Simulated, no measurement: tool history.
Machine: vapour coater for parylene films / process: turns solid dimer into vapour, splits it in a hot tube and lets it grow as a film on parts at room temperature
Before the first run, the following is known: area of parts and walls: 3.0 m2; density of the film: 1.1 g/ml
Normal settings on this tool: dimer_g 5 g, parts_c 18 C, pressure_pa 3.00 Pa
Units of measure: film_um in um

| run | day | dimer_g | parts_c | pressure_pa | film_um |
|---|---|---|---|---|---|
| 1 | 0.000 | 5 | 18 | 3.00 | 1.220 |
| 2 | 2.838 | 5 | 18 | 3.00 | 1.207 |
| 3 | 5.954 | 5 | 18 | 3.00 | 1.185 |
| 4 | 7.496 | 5 | 18 | 3.00 | 1.180 |
|  | 8.167 | trap's valve overhauled |
| 5 | 9.404 | 5 | 18 | 3.00 | 1.312 |
| 6 | 11.688 | 5 | 17 | 3.00 | 1.356 |
| 7 | 13.404 | 5 | 17 | 3.00 | 1.333 |
| 8 | 15.846 | 5 | 17 | 4.24 | 1.222 |
| 9 | 17.317 | 5 | 17 | 4.24 | 1.220 |
| 10 | 20.633 | 5 | 17 | 4.24 | 1.185 |
| 11 | 23.962 | 5 | 17 | 4.24 | 1.206 |
| 12 | 27.396 | 5 | 19 | 3.00 | 1.175 |
| 13 | 30.725 | 5 | 19 | 3.00 | 1.162 |
| 14 | 33.946 | 5 | 19 | 3.00 | 1.146 |
|  | 36.112 | trap's valve overhauled |
| 15 | 36.788 | 5 | 19 | 3.00 | 1.250 |
| 16 | 39.617 | 5 | 19 | 3.00 | 1.235 |
| 17 | 42.800 | 5 | 19 | 3.00 | 1.217 |
| 18 | 45.883 | 5 | 18 | 3.00 | 1.245 |
| 19 | 48.071 | 5 | 27 | 3.24 | 0.881 |
| 20 | 50.912 | 8 | 18 | 3.00 | 1.961 |
| 21 | 53.904 | 8 | 18 | 3.00 | 1.932 |
| 22 | 56.350 | 7 | 17 | 2.58 | 1.804 |
| 23 | 58.979 | 3 | 13 | 5.22 | 0.754 |
| 24 | 61.062 | 3 | 18 | 3.29 | 0.692 |
|  | 64.017 | trap's valve overhauled |
| 25 | 64.079 | 6 | 18 | 9.66 | 1.197 |
| 26 | 66.208 | 6 | 14 | 3.22 | 1.758 |
| 27 | 69.575 | 6 | 14 | 3.22 | 1.730 |
| 28 | 72.525 | 3 | 24 | 5.19 | 0.537 |
| 29 | 74.933 | 6 | 18 | 3.76 | 1.415 |
| 30 | 77.579 | 6 | 18 | 3.76 | 1.401 |
| 31 | 80.404 | 7 | 18 | 11.26 | 1.271 |
| 32 | 82.854 | 6 | 12 | 3.95 | 1.650 |
| 33 | 84.454 | 8 | 18 | 10.32 | 1.463 |
| 34 | 86.283 | 9 | 23 | 2.31 | 1.886 |
| 35 | 88.742 | 5 | 18 | 4.03 | 1.104 |
| 36 | 90.242 | 2 | 18 | 2.88 | 0.463 |

5 ways to go on from here, each from the tool as it stands after run 36. What would each give?
|  | 92.117 | trap's valve overhauled |
| A | 92.708 | 8 | 18 | 2.47 | ? |
|  | 92.117 | trap's valve overhauled |
| B | 92.708 | 2 | 18 | 4.26 | ? |
|  | 92.117 | trap's valve overhauled |
| C | 92.708 | 5 | 18 | 4.72 | ? |
|  | 92.117 | trap's valve overhauled |
| D | 92.708 | 2 | 18 | 3.09 | ? |
|  | 92.117 | trap's valve overhauled |
| E | 92.708 | 2 | 14 | 4.66 | ? |

| run | film_um |
|---|---|
| A | 2.143 |
| B | 0.481 |
| C | 1.159 |
| D | 0.511 |
| E | 0.542 |
Had the tool no hidden state, the same runs would have come out as:
| run | film_um |
|---|---|
| A | 2.198 |
| B | 0.493 |
| C | 1.189 |
| D | 0.524 |
| E | 0.556 |

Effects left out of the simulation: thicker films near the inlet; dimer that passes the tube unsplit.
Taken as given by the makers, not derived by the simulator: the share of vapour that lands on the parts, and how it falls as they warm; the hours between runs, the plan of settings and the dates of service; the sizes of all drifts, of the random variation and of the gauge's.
